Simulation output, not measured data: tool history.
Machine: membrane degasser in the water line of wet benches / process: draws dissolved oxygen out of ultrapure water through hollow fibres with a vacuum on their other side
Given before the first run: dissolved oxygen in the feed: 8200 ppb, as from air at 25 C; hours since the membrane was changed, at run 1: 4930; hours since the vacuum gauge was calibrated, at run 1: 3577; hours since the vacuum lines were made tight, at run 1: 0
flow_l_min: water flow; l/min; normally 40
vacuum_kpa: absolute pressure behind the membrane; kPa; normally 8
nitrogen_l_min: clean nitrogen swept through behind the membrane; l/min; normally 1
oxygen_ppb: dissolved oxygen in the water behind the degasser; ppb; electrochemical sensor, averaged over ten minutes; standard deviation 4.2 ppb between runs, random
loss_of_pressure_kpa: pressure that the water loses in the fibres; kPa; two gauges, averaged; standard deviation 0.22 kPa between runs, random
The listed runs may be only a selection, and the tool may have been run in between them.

| run | hour | flow_l_min | vacuum_kpa | nitrogen_l_min | hours since the membrane was changed | hours since the vacuum gauge was calibrated | hours since the vacuum lines were made tight | oxygen_ppb | loss_of_pressure_kpa |
|---|---|---|---|---|---|---|---|---|---|
| 1 | 0 | 40 | 8 | 1 | 4930 | 3577 | 0 | 415.8 | 54.07 |
|  | 92.6 | vacuum gauge calibrated |
| 2 | 220.1 | 40 | 8 | 1.18 | 5150 | 128 | 220 | 375.3 | 54.18 |
| 3 | 400.4 | 40 | 8 | 1.18 | 5330 | 308 | 400 | 381.6 | 53.96 |
| 4 | 566.3 | 40 | 8.71 | 1.18 | 5496 | 474 | 566 | 420.8 | 54.42 |
| 5 | 816 | 28 | 8 | 1 | 5746 | 723 | 815 | 282.9 | 38.11 |
| 6 | 1008.6 | 28 | 8 | 1 | 5938 | 916 | 1008 | 294.2 | 37.74 |
| 7 | 1264.8 | 28 | 8 | 1 | 6195 | 1172 | 1264 | 291.8 | 37.82 |
| 8 | 1401.4 | 28 | 8 | 1 | 6331 | 1309 | 1401 | 288 | 38.05 |
| 9 | 1620.8 | 28 | 8 | 1 | 6551 | 1528 | 1620 | 289.1 | 37.9 |
| 10 | 1889.7 | 28 | 8 | 0.86 | 6820 | 1797 | 1889 | 322.4 | 38.18 |
| 11 | 2006.4 | 40 | 8 | 1 | 6936 | 1914 | 2006 | 418.9 | 54.38 |
| 12 | 2220.8 | 40 | 8 | 1.13 | 7151 | 2128 | 2220 | 383.5 | 54.67 |
| 13 | 2414.7 | 40 | 8 | 1.13 | 7344 | 2322 | 2414 | 382.6 | 54.55 |
| 14 | 2685.7 | 40 | 8 | 1.13 | 7615 | 2593 | 2685 | 384.6 | 54.37 |
| 15 | 2919 | 40 | 10.98 | 0.58 | 7849 | 2826 | 2918 | 916.7 | 54.27 |
| 16 | 3155.9 | 52 | 6.88 | 1.39 | 8086 | 3063 | 3155 | 392.8 | 70.75 |
| 17 | 3288.8 | 52 | 6.88 | 1.39 | 8219 | 3196 | 3288 | 398.9 | 70.69 |
| 18 | 3443.2 | 40 | 8 | 1.31 | 8373 | 3351 | 3443 | 349.6 | 54.18 |
| 19 | 3562.4 | 40 | 8 | 1.31 | 8492 | 3470 | 3562 | 346.9 | 54.68 |
|  | 3750.7 | vacuum gauge calibrated |
| 20 | 3786.2 | 30 | 13.14 | 1 | 8715 | 35 | 3785 | 607.9 | 40.76 |
| 21 | 3965.8 | 30 | 10.43 | 1 | 8895 | 215 | 3965 | 447.9 | 41.01 |
| 22 | 4142.7 | 51 | 9.38 | 0.86 | 9072 | 392 | 4142 | 734.7 | 69.34 |
| 23 | 4286 | 40 | 8 | 1.12 | 9215 | 535 | 4285 | 387.8 | 54.27 |
| 24 | 4505.3 | 40 | 8 | 1.12 | 9435 | 755 | 4504 | 388.7 | 54.1 |
| 25 | 4712.8 | 38 | 7.13 | 1.12 | 9642 | 962 | 4712 | 309.8 | 51.53 |
| 26 | 4961.1 | 54 | 9.7 | 1.96 | 9890 | 1210 | 4960 | 495.8 | 73.09 |
| 27 | 5121.1 | 28 | 13.86 | 1.2 | 10050 | 1370 | 5120 | 522.3 | 38.23 |
| 28 | 5255.4 | 30 | 6.81 | 1 | 10185 | 1505 | 5254 | 238.2 | 40.56 |

4 options for the next run, each taken on its own from the tool as it stands now. Forecast them:
| A | 5451.9 | 41 | 13.92 | 0.9 | 10381 | 1701 | 5451 | ? | ? |
| B | 5451.9 | 30 | 13.39 | 1 | 10381 | 1701 | 5451 | ? | ? |
| C | 5451.9 | 27 | 14.05 | 1.7 | 10381 | 1701 | 5451 | ? | ? |
| D | 5451.9 | 40 | 8 | 0.76 | 10381 | 1701 | 5451 | ? | ? |

| run | oxygen_ppb | loss_of_pressure_kpa |
|---|---|---|
| A | 918.3 | 55.6 |
| B | 629.5 | 40.58 |
| C | 385.5 | 36.97 |
| D | 496.2 | 54.35 |
Without the tool's hidden state the same runs would have given:
| run | oxygen_ppb | loss_of_pressure_kpa |
|---|---|---|
| A | 917.9 | 55.54 |
| B | 629.2 | 40.54 |
| C | 385.3 | 36.93 |
| D | 495.8 | 54.3 |
